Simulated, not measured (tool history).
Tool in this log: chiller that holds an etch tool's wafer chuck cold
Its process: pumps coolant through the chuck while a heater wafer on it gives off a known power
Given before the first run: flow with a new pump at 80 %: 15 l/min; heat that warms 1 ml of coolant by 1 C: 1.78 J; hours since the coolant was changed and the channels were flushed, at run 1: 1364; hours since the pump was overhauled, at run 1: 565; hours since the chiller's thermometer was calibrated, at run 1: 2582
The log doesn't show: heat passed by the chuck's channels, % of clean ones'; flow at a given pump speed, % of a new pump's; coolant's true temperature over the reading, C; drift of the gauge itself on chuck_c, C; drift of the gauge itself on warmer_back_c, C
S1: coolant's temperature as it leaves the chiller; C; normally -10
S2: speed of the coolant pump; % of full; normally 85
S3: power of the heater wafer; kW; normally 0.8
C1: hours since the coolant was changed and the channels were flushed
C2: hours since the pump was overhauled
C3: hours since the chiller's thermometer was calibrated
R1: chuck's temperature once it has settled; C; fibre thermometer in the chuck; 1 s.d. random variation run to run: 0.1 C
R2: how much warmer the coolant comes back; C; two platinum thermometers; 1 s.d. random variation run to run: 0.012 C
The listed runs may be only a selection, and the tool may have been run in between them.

{"run": 1, "hour": 0.0, "S1": -10, "S2": 85, "S3": 0.8, "C1": 1364, "C2": 565, "C3": 2582, "R1": -4.6, "R2": 1.71}
{"run": 2, "hour": 47.3, "S1": -1, "S2": 85, "S3": 0.8, "C1": 1411, "C2": 612, "C3": 2629, "R1": 4.4, "R2": 1.69}
{"run": 3, "hour": 91.8, "S1": -1, "S2": 85, "S3": 0.8, "C1": 1456, "C2": 656, "C3": 2674, "R1": 4.4, "R2": 1.71}
{"run": 4, "hour": 141.9, "S1": -10, "S2": 100, "S3": 0.8, "C1": 1506, "C2": 707, "C3": 2724, "R1": -5, "R2": 1.45}
{"run": 5, "hour": 170.7, "S1": -10, "S2": 100, "S3": 0.8, "C1": 1534, "C2": 735, "C3": 2753, "R1": -5, "R2": 1.46}
{"run": 6, "hour": 210.6, "S1": -10, "S2": 100, "S3": 0.8, "C1": 1574, "C2": 775, "C3": 2793, "R1": -5, "R2": 1.47}
{"run": 7, "hour": 259.9, "S1": -10, "S2": 100, "S3": 0.8, "C1": 1624, "C2": 825, "C3": 2842, "R1": -5, "R2": 1.46}
{"run": 8, "hour": 306.4, "S1": -10, "S2": 85, "S3": 0.8, "C1": 1670, "C2": 871, "C3": 2888, "R1": -4.4, "R2": 1.74}
{"run": 9, "hour": 340.6, "S1": -10, "S2": 85, "S3": 0.8, "C1": 1704, "C2": 905, "C3": 2923, "R1": -4.4, "R2": 1.72}
{"run": 10, "hour": 375.7, "S1": -10, "S2": 85, "S3": 0.8, "C1": 1739, "C2": 940, "C3": 2958, "R1": -4.3, "R2": 1.72}
{"run": 11, "hour": 416.4, "S1": -10, "S2": 85, "S3": 0.8, "C1": 1780, "C2": 981, "C3": 2998, "R1": -4.3, "R2": 1.72}
{"run": 12, "hour": 475.7, "S1": -3, "S2": 85, "S3": 0.8, "C1": 1839, "C2": 1040, "C3": 3058, "R1": 2.7, "R2": 1.74}
{"run": 13, "hour": 512.3, "S1": -10, "S2": 85, "S3": 0.8, "C1": 1876, "C2": 1077, "C3": 3094, "R1": -4.2, "R2": 1.73}
{"run": 14, "hour": 544.1, "S1": -10, "S2": 85, "S3": 0.95, "C1": 1908, "C2": 1109, "C3": 3126, "R1": -3.3, "R2": 2.05}
{"run": 15, "hour": 572.1, "S1": -10, "S2": 85, "S3": 0.95, "C1": 1936, "C2": 1137, "C3": 3154, "R1": -3.2, "R2": 2.08}
{"run": 16, "hour": 635.8, "S1": -10, "S2": 85, "S3": 0.95, "C1": 2000, "C2": 1201, "C3": 3218, "R1": -3.6, "R2": 2.05}
{"run": 17, "hour": 664.8, "S1": -14, "S2": 70, "S3": 0.95, "C1": 2028, "C2": 1229, "C3": 3247, "R1": -6.3, "R2": 2.49}
{"run": 18, "hour": 705.3, "S1": -14, "S2": 70, "S3": 0.95, "C1": 2069, "C2": 1270, "C3": 3287, "R1": -6.1, "R2": 2.49}
{"run": 19, "hour": 744.5, "S1": -14, "S2": 70, "S3": 0.95, "C1": 2108, "C2": 1309, "C3": 3327, "R1": -6.3, "R2": 2.49}
{"run": 20, "hour": 805.7, "S1": 0, "S2": 84, "S3": 0.76, "C1": 2169, "C2": 1370, "C3": 3388, "R1": 5.6, "R2": 1.67}
{"run": 21, "hour": 840.7, "S1": 0, "S2": 84, "S3": 0.76, "C1": 2204, "C2": 1405, "C3": 3423, "R1": 5.6, "R2": 1.69}
{"run": 22, "hour": 871.9, "S1": -12, "S2": 84, "S3": 0.599, "C1": 2236, "C2": 1437, "C3": 3454, "R1": -7.4, "R2": 1.33}
{"run": 23, "hour": 909.2, "S1": -12, "S2": 84, "S3": 0.599, "C1": 2273, "C2": 1474, "C3": 3491, "R1": -7.4, "R2": 1.33}
{"run": 24, "hour": 949.1, "S1": -16, "S2": 79, "S3": 0.625, "C1": 2313, "C2": 1514, "C3": 3531, "R1": -11.1, "R2": 1.47}
{"run": 25, "hour": 993.5, "S1": -16, "S2": 85, "S3": 1.199, "C1": 2357, "C2": 1558, "C3": 3576, "R1": -7.4, "R2": 2.64}
{"run": 26, "hour": 1036.4, "S1": -3, "S2": 85, "S3": 0.8, "C1": 2400, "C2": 1601, "C3": 3618, "R1": 3, "R2": 1.76}
{"run": 27, "hour": 1099.5, "S1": -19, "S2": 85, "S3": 0.486, "C1": 2463, "C2": 1664, "C3": 3682, "R1": -15.2, "R2": 1.05}
{"run": 28, "hour": 1157.1, "S1": -16, "S2": 100, "S3": 0.424, "C1": 2521, "C2": 1722, "C3": 3739, "R1": -12.8, "R2": 0.8}
{"run": 29, "hour": 1186.8, "S1": -16, "S2": 61, "S3": 0.748, "C1": 2550, "C2": 1751, "C3": 3769, "R1": -8.9, "R2": 2.27}
{"run": 30, "hour": 1217.7, "S1": 0, "S2": 72, "S3": 0.892, "C1": 2581, "C2": 1782, "C3": 3800, "R1": 7.4, "R2": 2.3}
{"run": 31, "hour": 1262.0, "S1": -6, "S2": 85, "S3": 0.477, "C1": 2626, "C2": 1827, "C3": 3844, "R1": -2, "R2": 1.07}

Some steps in R1 between neighbouring runs. How much of each would the tool show without its hidden state too (settings, what came in, random variation), and how much is left for the hidden state, with any gauge scatter that isn't in both results?
Run 21 -> 22: S1 0 -> -12, S3 0.76 -> 0.599. R1 -13 C: hidden state +0, all else -13.
Run 24 -> 25: S2 79 -> 85, S3 0.625 -> 1.199. R1 +3.7 C: hidden state +0.4, all else +3.3.
Run 26 -> 27: S1 -3 -> -19, S3 0.8 -> 0.486. R1 -18.2 C: hidden state -0.2, all else -18.
Run 28 -> 29: S2 100 -> 61, S3 0.424 -> 0.748. R1 +3.9 C: hidden state +0.6, all else +3.3.
Run 29 -> 30: S1 -16 -> 0, S2 61 -> 72, S3 0.748 -> 0.892. R1 +16.3 C: hidden state +0.1, all else +16.2.
Run 30 -> 31: S1 0 -> -6, S2 72 -> 85, S3 0.892 -> 0.477. R1 -9.4 C: hidden state -0.5, all else -8.9.
